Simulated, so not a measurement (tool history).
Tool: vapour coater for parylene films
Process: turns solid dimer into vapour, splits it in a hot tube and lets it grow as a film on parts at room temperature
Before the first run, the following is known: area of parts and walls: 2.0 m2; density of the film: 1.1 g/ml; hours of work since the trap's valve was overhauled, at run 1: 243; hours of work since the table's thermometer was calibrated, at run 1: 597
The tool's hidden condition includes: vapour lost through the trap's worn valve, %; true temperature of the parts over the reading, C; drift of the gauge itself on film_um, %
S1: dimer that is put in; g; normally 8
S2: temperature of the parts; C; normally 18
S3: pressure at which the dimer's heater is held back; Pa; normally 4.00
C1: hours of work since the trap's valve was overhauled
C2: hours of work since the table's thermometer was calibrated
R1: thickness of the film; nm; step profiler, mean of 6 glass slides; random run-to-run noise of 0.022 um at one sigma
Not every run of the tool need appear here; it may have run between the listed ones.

Run 1, hour 0.0: usual settings; C1 243; C2 597. Result: R1 2750 nm.
Run 2, hour 40.6: usual settings; C1 280; C2 633. Result: R1 2750 nm.
Run 3, hour 59.3: usual settings; C1 296; C2 650. Result: R1 2750 nm.
Run 4, hour 100.6: usual settings; C1 333; C2 687. Result: R1 2730 nm.
Run 5, hour 140.9: usual settings; C1 369; C2 722. Result: R1 2690 nm.
Run 6, hour 158.8: usual settings; C1 385; C2 738. Result: R1 2710 nm.
Run 7, hour 194.0: usual settings; C1 416; C2 770. Result: R1 2690 nm.
Run 8, hour 233.4: usual settings; C1 451; C2 805. Result: R1 2690 nm.
Run 9, hour 264.2: usual settings; C1 479; C2 832. Result: R1 2680 nm.
Run 10, hour 287.8: usual settings; C1 500; C2 853. Result: R1 2680 nm.
Run 11, hour 316.6: usual settings; C1 525; C2 879. Result: R1 2640 nm.
Run 12, hour 343.6: usual settings; C1 549; C2 903. Result: R1 2610 nm.
Run 13, hour 381.7: usual settings but S2 11 C; C1 583; C2 937. Result: R1 3180 nm.
Run 14, hour 404.1: usual settings; C1 603; C2 957. Result: R1 2630 nm.
Run 15, hour 428.5: usual settings; C1 625; C2 979. Result: R1 2630 nm.
At hour 454.1: table's thermometer calibrated.
Run 16, hour 455.3: usual settings; C1 648; C2 1. Result: R1 2460 nm.
At hour 469.3: trap's valve overhauled.
Run 17, hour 479.9: usual settings; C1 9; C2 19. Result: R1 2820 nm.
Run 18, hour 521.8: usual settings; C1 47; C2 57. Result: R1 2760 nm.
Run 19, hour 566.2: usual settings; C1 86; C2 96. Result: R1 2800 nm.
Run 20, hour 598.9: usual settings; C1 115; C2 125. Result: R1 2740 nm.
Run 21, hour 627.2: usual settings but S3 2.77 Pa; C1 141; C2 151. Result: R1 2960 nm.
Run 22, hour 669.8: usual settings but S3 2.77 Pa; C1 179; C2 189. Result: R1 2910 nm.
Run 23, hour 695.4: usual settings; C1 201; C2 211. Result: R1 2730 nm.
Run 24, hour 732.8: usual settings; C1 235; C2 245. Result: R1 2720 nm.
Run 25, hour 751.1: usual settings but S1 3 g, S2 23 C; C1 251; C2 261. Result: R1 810 nm.
Run 26, hour 782.9: usual settings but S1 6 g, S2 17 C, S3 5.16 Pa; C1 279; C2 289. Result: R1 2050 nm.
Run 27, hour 819.1: usual settings but S1 10 g, S2 14 C, S3 5.16 Pa; C1 311; C2 322. Result: R1 3850 nm.
Run 28, hour 845.2: usual settings but S2 12 C, S3 2.36 Pa; C1 335; C2 345. Result: R1 3310 nm.
Run 29, hour 864.5: usual settings but S2 12 C, S3 2.36 Pa; C1 352; C2 362. Result: R1 3340 nm.
Run 30, hour 905.7: usual settings but S3 4.94 Pa; C1 389; C2 399. Result: R1 2570 nm.
Run 31, hour 939.6: usual settings but S3 3.41 Pa; C1 419; C2 429. Result: R1 2700 nm.
Run 32, hour 962.2: usual settings but S3 10.75 Pa; C1 439; C2 449. Result: R1 2270 nm.
Run 33, hour 996.8: usual settings but S3 10.75 Pa; C1 470; C2 480. Result: R1 2260 nm.
Run 34, hour 1023.7: usual settings but S3 10.75 Pa; C1 494; C2 504. Result: R1 2290 nm.
Run 35, hour 1063.7: usual settings but S3 10.75 Pa; C1 529; C2 539. Result: R1 2230 nm.
Run 36, hour 1099.8: usual settings but S1 5 g, S2 24 C, S3 2.95 Pa; C1 561; C2 571. Result: R1 1330 nm.
Run 37, hour 1141.4: usual settings but S1 11 g, S2 21 C, S3 5.92 Pa; C1 599; C2 609. Result: R1 2990 nm.
Run 38, hour 1166.0: usual settings but S1 9 g, S2 21 C, S3 5.08 Pa; C1 620; C2 630. Result: R1 2450 nm.
Run 39, hour 1191.1: usual settings but S1 9 g, S2 21 C, S3 5.08 Pa; C1 643; C2 653. Result: R1 2450 nm.
At hour 1210.9: trap's valve overhauled.
Run 40, hour 1238.1: usual settings but S1 6 g, S2 21 C, S3 7.27 Pa; C1 24; C2 691. Result: R1 1770 nm.
Run 41, hour 1263.4: usual settings but S1 6 g, S2 21 C, S3 7.27 Pa; C1 47; C2 714. Result: R1 1720 nm.
Run 42, hour 1303.3: usual settings but S1 6 g, S2 21 C, S3 7.27 Pa; C1 82; C2 749. Result: R1 1710 nm.
Run 43, hour 1335.0: usual settings but S2 17 C, S3 3.37 Pa; C1 110; C2 777. Result: R1 3070 nm.
Run 44, hour 1365.5: usual settings but S1 6 g, S2 25 C; C1 138; C2 805. Result: R1 1560 nm.
Run 45, hour 1397.2: usual settings but S1 6 g, S2 25 C; C1 166; C2 833. Result: R1 1530 nm.
Run 46, hour 1424.8: usual settings but S1 6 g, S2 25 C; C1 190; C2 857. Result: R1 1560 nm.
Run 47, hour 1459.2: usual settings but S2 15 C, S3 10.93 Pa; C1 221; C2 888. Result: R1 2720 nm.
Run 48, hour 1499.7: usual settings but S2 19 C, S3 5.86 Pa; C1 257; C2 924. Result: R1 2560 nm.

Consider 3 possible next runs. They are alternatives, not a sequence: every one starts from the tool as it was left by run 48. What does each give?
Run A, hour 1522.5: usual settings but S2 14 C; C1 277; C2 944. Result: R1 ?.
Run B, hour 1522.5: usual settings but S1 5 g, S2 10 C, S3 5.25 Pa; C1 277; C2 944. Result: R1 ?.
Run C, hour 1522.5: usual settings but S1 5 g, S3 3.36 Pa; C1 277; C2 944. Result: R1 ?.

run    R1
  A  3360
  B  2110
  C  1800
With no hidden state in the tool, these same runs would have given:
run    R1
  A  3340
  B  2220
  C  1790

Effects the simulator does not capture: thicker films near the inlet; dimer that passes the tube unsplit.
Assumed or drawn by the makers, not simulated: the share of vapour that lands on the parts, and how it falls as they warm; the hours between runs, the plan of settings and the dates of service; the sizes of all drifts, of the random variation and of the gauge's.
